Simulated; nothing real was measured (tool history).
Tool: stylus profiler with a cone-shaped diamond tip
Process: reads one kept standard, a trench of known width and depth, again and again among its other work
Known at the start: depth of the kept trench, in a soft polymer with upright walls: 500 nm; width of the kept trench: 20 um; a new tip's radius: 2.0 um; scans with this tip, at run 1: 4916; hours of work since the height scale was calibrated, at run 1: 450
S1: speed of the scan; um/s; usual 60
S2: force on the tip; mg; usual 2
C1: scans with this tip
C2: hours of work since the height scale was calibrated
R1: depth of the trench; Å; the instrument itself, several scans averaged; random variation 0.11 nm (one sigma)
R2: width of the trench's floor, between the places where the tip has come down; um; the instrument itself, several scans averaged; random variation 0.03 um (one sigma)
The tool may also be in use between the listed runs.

run 1 hour=0 | S1=60 S2=2 | C1=4916 C2=450 | R1=5074.1 R2=16.45
run 2 hour=13.6 | S1=60 S2=2 | C1=5015 C2=459 | R1=5073.7 R2=16.46
run 3 hour=24.4 | S1=60 S2=2 | C1=5094 C2=466 | R1=5075.3 R2=16.46
run 4 hour=40.5 | S1=60 S2=2 | C1=5211 C2=477 | R1=5075.3 R2=16.38
run 5 hour=50 | S1=29 S2=2 | C1=5280 C2=483 | R1=5074.4 R2=16.46
run 6 hour=66.3 | S1=29 S2=2 | C1=5398 C2=494 | R1=5073.6 R2=16.44
run 7 hour=75.3 | S1=29 S2=2 | C1=5464 C2=500 | R1=5071.5 R2=16.41
run 8 hour=90.5 | S1=29 S2=2 | C1=5575 C2=510 | R1=5073.9 R2=16.44
run 9 hour=107.5 | S1=60 S2=0.9 | C1=5698 C2=522 | R1=5046.8 R2=16.32
run 10 hour=116.1 | S1=60 S2=0.9 | C1=5761 C2=527 | R1=5046.3 R2=16.31
run 11 hour=132.1 | S1=36 S2=2 | C1=5878 C2=538 | R1=5075.6 R2=16.43
run 12 hour=140.1 | S1=60 S2=2 | C1=5936 C2=543 | R1=5074.1 R2=16.33
run 13 hour=155.9 | S1=60 S2=2 | C1=6051 C2=554 | R1=5075.6 R2=16.36
run 14 hour=170 | S1=60 S2=2 | C1=6153 C2=563 | R1=5076.5 R2=16.27
run 15 hour=186.7 | S1=60 S2=2 | C1=6274 C2=574 | R1=5074.9 R2=16.33
run 16 hour=197.5 | S1=60 S2=2 | C1=6353 C2=581 | R1=5077.1 R2=16.3
run 17 hour=207.5 | S1=60 S2=2 | C1=6426 C2=588 | R1=5075.9 R2=16.27
run 18 hour=221.6 | S1=79 S2=2 | C1=6528 C2=598 | R1=5074.9 R2=16.2
run 19 hour=238.3 | S1=60 S2=1.02 | C1=6650 C2=609 | R1=5050.3 R2=16.2
run 20 hour=249.1 | S1=60 S2=1.02 | C1=6728 C2=616 | R1=5051.7 R2=16.19
run 21 hour=257.6 | S1=60 S2=1.02 | C1=6790 C2=621 | R1=5048.3 R2=16.23
run 22 hour=267 | S1=60 S2=1.02 | C1=6859 C2=628 | R1=5051.7 R2=16.17
run 23 hour=280.9 | S1=60 S2=1.02 | C1=6960 C2=637 | R1=5052 R2=16.16
run 24 hour=288.4 | S1=60 S2=1.02 | C1=7014 C2=642 | R1=5049.6 R2=16.09
run 25 hour=295.9 | S1=15 S2=1.93 | C1=7069 C2=647 | R1=5072.8 R2=16.23
run 26 hour=304.3 | S1=15 S2=1.93 | C1=7130 C2=653 | R1=5073 R2=16.28
run 27 hour=322.4 | S1=216 S2=1.05 | C1=7261 C2=665 | R1=5050.9 R2=15.69
run 28 hour=336 | S1=17 S2=1.28 | C1=7361 C2=674 | R1=5056.3 R2=16.25
run 29 hour=345.3 | S1=170 S2=2 | C1=7428 C2=680 | R1=5076 R2=15.88
-- hour=347.1 height scale calibrated on a step standard
run 30 hour=355.5 | S1=31 S2=5.14 | C1=7499 C2=6 | R1=5138.7 R2=16.19
run 31 hour=370.1 | S1=65 S2=0.89 | C1=7605 C2=15 | R1=5048.5 R2=16.02
run 32 hour=380 | S1=40 S2=1.62 | C1=7677 C2=22 | R1=5068.5 R2=16.17
run 33 hour=393.5 | S1=46 S2=2.11 | C1=7775 C2=31 | R1=5078.8 R2=16.13
-- hour=397 height scale calibrated on a step standard, once more
run 34 hour=408.9 | S1=173 S2=2.11 | C1=7884 C2=8 | R1=5074.6 R2=15.85
run 35 hour=425.1 | S1=108 S2=1.01 | C1=8002 C2=19 | R1=5044.6 R2=15.87
run 36 hour=439.1 | S1=108 S2=1.01 | C1=8103 C2=28 | R1=5047.5 R2=15.86
run 37 hour=453.8 | S1=131 S2=5 | C1=8210 C2=38 | R1=5128.1 R2=15.98
run 38 hour=467.1 | S1=31 S2=2.65 | C1=8307 C2=47 | R1=5086.4 R2=16.09
run 39 hour=483.3 | S1=24 S2=3.57 | C1=8425 C2=57 | R1=5103.4 R2=16.11
run 40 hour=495 | S1=24 S2=3.57 | C1=8510 C2=65 | R1=5104.9 R2=16.09
run 41 hour=504.4 | S1=24 S2=0.75 | C1=8578 C2=72 | R1=5037.7 R2=16.03
run 42 hour=516.1 | S1=24 S2=0.75 | C1=8663 C2=79 | R1=5040.2 R2=16

Some steps in R1 between neighbouring runs. How much of each would the tool show without its hidden state too (settings, what came in, random variation), and how much is left for the hidden state, with any gauge scatter that isn't in both results?
The hidden state here: radius of the tip, um; height scale over the true one, %; drift of the gauge itself on depth_nm, %; drift of the gauge itself on floor_um, %.
Run 10 -> 11: S1 60 -> 36, S2 0.9 -> 2. R1 +29.3 Å: hidden state +0.2, all else +29.1.
Run 29 -> 30: S1 170 -> 31, S2 2 -> 5.14, height scale calibrated on a step standard. R1 +62.7 Å: hidden state +1.4, all else +61.3.
Run 30 -> 31: S1 31 -> 65, S2 5.14 -> 0.89. R1 -90.2 Å: hidden state +0, all else -90.2.
Run 33 -> 34: S1 46 -> 173, height scale calibrated on a step standard, once more. R1 -4.2 Å: hidden state -6.1, all else +1.9.
Run 36 -> 37: S1 108 -> 131, S2 1.01 -> 5. R1 +80.6 Å: hidden state +0.2, all else +80.4.
Run 40 -> 41: S2 3.57 -> 0.75. R1 -67.2 Å: hidden state +0, all else -67.2.
